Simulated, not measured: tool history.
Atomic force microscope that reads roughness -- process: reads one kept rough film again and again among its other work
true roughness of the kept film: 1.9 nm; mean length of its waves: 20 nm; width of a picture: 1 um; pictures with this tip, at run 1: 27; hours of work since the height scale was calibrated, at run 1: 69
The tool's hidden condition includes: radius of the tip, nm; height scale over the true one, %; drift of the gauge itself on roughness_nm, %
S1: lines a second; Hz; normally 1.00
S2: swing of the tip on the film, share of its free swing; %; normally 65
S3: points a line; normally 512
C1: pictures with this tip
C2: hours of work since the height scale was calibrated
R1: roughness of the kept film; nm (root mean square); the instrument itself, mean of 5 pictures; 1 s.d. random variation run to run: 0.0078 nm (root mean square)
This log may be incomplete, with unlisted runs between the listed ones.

| run | hour | S1 | S2 | S3 | C1 | C2 | R1 |
|---|---|---|---|---|---|---|---|
| 1 | 0.0 | 1.00 | 65 | 512 | 27 | 69 | 1.663 |
| 2 | 31.6 | 1.00 | 65 | 512 | 93 | 91 | 1.688 |
|  | 58.8 | new tip fitted |
| 3 | 93.6 | 1.00 | 65 | 512 | 72 | 132 | 1.657 |
|  | 134.2 | new tip fitted |
| 4 | 143.6 | 1.00 | 65 | 512 | 20 | 166 | 1.662 |
| 5 | 182.4 | 1.06 | 65 | 512 | 101 | 192 | 1.668 |
|  | 206.0 | new tip fitted |
| 6 | 208.2 | 1.06 | 65 | 512 | 4 | 209 | 1.654 |
| 7 | 241.1 | 0.54 | 65 | 512 | 73 | 232 | 1.702 |
|  | 280.2 | new tip fitted |
| 8 | 283.8 | 1.00 | 65 | 512 | 7 | 260 | 1.671 |
| 9 | 334.4 | 1.78 | 65 | 512 | 113 | 295 | 1.617 |
|  | 353.9 | new tip fitted |
| 10 | 371.1 | 1.78 | 65 | 512 | 36 | 319 | 1.623 |
| 11 | 410.6 | 1.78 | 65 | 512 | 118 | 346 | 1.633 |
|  | 428.5 | new tip fitted |
| 12 | 467.8 | 1.00 | 55 | 658 | 81 | 384 | 1.691 |
|  | 502.5 | new tip fitted |
| 13 | 512.3 | 0.66 | 65 | 813 | 21 | 414 | 1.688 |
| 14 | 570.9 | 1.00 | 84 | 564 | 143 | 454 | 1.578 |
|  | 577.3 | new tip fitted |
| 15 | 625.1 | 1.00 | 76 | 425 | 99 | 490 | 1.602 |
|  | 651.0 | new tip fitted |
| 16 | 651.0 | 1.52 | 76 | 425 | 0 | 508 | 1.566 |

Run 17 comes next. What will it give?
| 17 | 687.2 | 1.65 | 65 | 367 | 76 | 532 | ? |

{"run 17": {"R1": 1.606}}
Without the tool's hidden state the same run would have given R1 1.608 nm (root mean square).
